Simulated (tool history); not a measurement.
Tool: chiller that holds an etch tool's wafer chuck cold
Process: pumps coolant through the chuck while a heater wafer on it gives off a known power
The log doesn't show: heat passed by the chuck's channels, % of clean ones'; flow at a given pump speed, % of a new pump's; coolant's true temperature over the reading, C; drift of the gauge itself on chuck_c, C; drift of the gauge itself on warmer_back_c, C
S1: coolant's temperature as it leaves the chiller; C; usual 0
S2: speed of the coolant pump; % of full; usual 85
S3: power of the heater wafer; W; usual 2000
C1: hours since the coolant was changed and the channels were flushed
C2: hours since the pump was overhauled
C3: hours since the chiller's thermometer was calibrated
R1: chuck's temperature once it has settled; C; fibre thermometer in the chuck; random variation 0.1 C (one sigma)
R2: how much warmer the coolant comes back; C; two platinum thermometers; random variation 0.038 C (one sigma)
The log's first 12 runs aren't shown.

run,day,S1,S2,S3,C1,C2,C3,R1,R2
13,25.554,0,85,2000,2389,2065,220,20.3,7.74
14,26.792,0,85,2000,2418,2095,250,20.2,7.71
15,28.267,0,85,2000,2454,2130,285,20.3,7.77
16,30.471,0,85,2000,2507,2183,338,20.3,7.78
17,32.875,0,85,1059,2564,2241,396,10.6,4.21
18,35.1,0,85,1059,2618,2294,449,10.7,4.15
19,37.271,0,85,1819,2670,2346,501,18.4,7.06
20,39.5,0,88,2535,2723,2400,555,25.2,9.45
21,41.175,0,88,2535,2764,2440,595,25.3,9.52
22,43.896,4,88,2112,2829,2505,660,25.1,8.03
23,45.096,-9,65,2112,2858,2534,689,16,10.68
24,46.729,-9,65,2112,2897,2573,728,16.2,10.64
25,48.292,-9,65,2112,2934,2611,766,16.2,10.62
26,50.646,-9,65,2112,2991,2667,822,16,10.69
27,52.592,-9,65,2112,3038,2714,869,16,10.65
28,53.888,5,91,2944,3069,2745,900,33.7,10.77
29,55.504,-2,85,1114,3108,2784,939,9.5,4.51
30,57.858,0,89,1399,3164,2840,995,13.8,5.29
31,60.512,0,71,1509,3228,2904,1059,17,7.09

Forecast each of these 5 alternatives for the next run:
A,61.917,3,71,1509,3261,2938,1093,?,?
B,61.917,6,98,1539,3261,2938,1093,?,?
C,61.917,0,81,1509,3261,2938,1093,?,?
D,61.917,-3,63,1509,3261,2938,1093,?,?
E,61.917,-2,96,2592,3261,2938,1093,?,?

run,R1,R2
A,20.1,7.08
B,20.6,5.38
C,16,6.24
D,15.1,7.97
E,22.7,9.09
Without the tool's hidden state the same runs would have given:
run,R1,R2
A,20.1,6.83
B,20.6,5.13
C,16,5.99
D,15.1,7.72
E,22.7,8.85
